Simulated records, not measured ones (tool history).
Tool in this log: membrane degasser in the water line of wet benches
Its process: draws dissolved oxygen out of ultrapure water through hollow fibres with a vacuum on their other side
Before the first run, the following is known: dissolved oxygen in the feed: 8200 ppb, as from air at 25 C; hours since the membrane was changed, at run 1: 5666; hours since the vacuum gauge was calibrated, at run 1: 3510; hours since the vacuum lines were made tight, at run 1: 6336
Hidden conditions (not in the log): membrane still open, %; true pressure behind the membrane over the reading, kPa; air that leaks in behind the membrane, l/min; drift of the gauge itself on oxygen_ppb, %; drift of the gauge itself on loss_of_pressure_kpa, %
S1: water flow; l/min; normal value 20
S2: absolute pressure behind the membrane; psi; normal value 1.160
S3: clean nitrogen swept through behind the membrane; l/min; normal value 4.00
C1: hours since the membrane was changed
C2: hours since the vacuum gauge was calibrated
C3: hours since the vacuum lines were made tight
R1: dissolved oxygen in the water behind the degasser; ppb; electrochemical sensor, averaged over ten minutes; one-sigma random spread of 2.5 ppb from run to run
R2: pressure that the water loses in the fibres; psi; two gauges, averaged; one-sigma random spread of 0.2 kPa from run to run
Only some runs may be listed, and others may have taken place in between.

Run 1, hour 0.0: usual settings; C1 5666; C2 3510; C3 6336. Result: R1 276.5 ppb, R2 6.737 psi.
Run 2, hour 105.1: usual settings but S1 15 l/min; C1 5771; C2 3615; C3 6441. Result: R1 159.2 ppb, R2 5.057 psi.
Run 3, hour 258.9: usual settings but S1 15 l/min; C1 5925; C2 3769; C3 6595. Result: R1 157.6 ppb, R2 5.078 psi.
Run 4, hour 354.2: usual settings but S1 15 l/min; C1 6020; C2 3864; C3 6690. Result: R1 161.3 ppb, R2 5.100 psi.
Run 5, hour 438.8: usual settings but S2 1.214 psi; C1 6105; C2 3949; C3 6775. Result: R1 277.9 ppb, R2 6.788 psi.
Run 6, hour 513.7: usual settings but S2 1.214 psi; C1 6180; C2 4024; C3 6850. Result: R1 274.4 ppb, R2 6.759 psi.
Run 7, hour 585.7: usual settings but S1 17 l/min; C1 6252; C2 4096; C3 6922. Result: R1 204.9 ppb, R2 5.807 psi.
Run 8, hour 716.2: usual settings but S1 17 l/min; C1 6382; C2 4226; C3 7052. Result: R1 207.1 ppb, R2 5.788 psi.
Run 9, hour 803.5: usual settings but S1 17 l/min; C1 6469; C2 4314; C3 7139. Result: R1 205.9 ppb, R2 5.812 psi.
Run 10, hour 895.6: usual settings but S1 17 l/min; C1 6561; C2 4406; C3 7232. Result: R1 205.8 ppb, R2 5.777 psi.
Run 11, hour 1061.5: usual settings but S1 17 l/min; C1 6727; C2 4572; C3 7397. Result: R1 204.0 ppb, R2 5.780 psi.
Run 12, hour 1212.3: usual settings but S1 17 l/min; C1 6878; C2 4723; C3 7548. Result: R1 208.2 ppb, R2 5.817 psi.
Run 13, hour 1373.1: usual settings but S1 17 l/min; C1 7039; C2 4883; C3 7709. Result: R1 206.7 ppb, R2 5.806 psi.
Run 14, hour 1507.7: usual settings but S1 31 l/min; C1 7174; C2 5018; C3 7844. Result: R1 567.1 ppb, R2 10.612 psi.
Run 15, hour 1594.1: usual settings but S1 31 l/min; C1 7260; C2 5104; C3 7930. Result: R1 558.1 ppb, R2 10.631 psi.
At hour 1617.6: vacuum gauge calibrated.
Run 16, hour 1706.7: usual settings but S1 19 l/min; C1 7372; C2 89; C3 8042. Result: R1 258.8 ppb, R2 6.492 psi.
Run 17, hour 1790.3: usual settings but S1 19 l/min; C1 7456; C2 173; C3 8126. Result: R1 253.3 ppb, R2 6.528 psi.
Run 18, hour 1905.1: usual settings but S1 19 l/min; C1 7570; C2 287; C3 8241. Result: R1 260.3 ppb, R2 6.493 psi.
Run 19, hour 2001.7: usual settings but S3 2.50 l/min; C1 7667; C2 384; C3 8337. Result: R1 314.2 ppb, R2 6.875 psi.
Run 20, hour 2131.4: usual settings but S3 2.50 l/min; C1 7797; C2 514; C3 8467. Result: R1 317.8 ppb, R2 6.886 psi.
Run 21, hour 2210.7: usual settings but S1 14 l/min, S2 0.722 psi, S3 5.27 l/min; C1 7876; C2 593; C3 8546. Result: R1 117.8 ppb, R2 4.830 psi.
Run 22, hour 2346.4: usual settings but S3 2.15 l/min; C1 8012; C2 729; C3 8682. Result: R1 328.1 ppb, R2 6.869 psi.

What will run 23 give?
Run 23, hour 2446.5: usual settings but S3 1.94 l/min; C1 8112; C2 829; C3 8782. Result: R1 ?, R2 ?.

R1: 338.8 ppb
R2: 6.833 psi
Minus the tool's unlogged condition, the same run would have read R1 302.8 ppb, R2 6.524 psi.

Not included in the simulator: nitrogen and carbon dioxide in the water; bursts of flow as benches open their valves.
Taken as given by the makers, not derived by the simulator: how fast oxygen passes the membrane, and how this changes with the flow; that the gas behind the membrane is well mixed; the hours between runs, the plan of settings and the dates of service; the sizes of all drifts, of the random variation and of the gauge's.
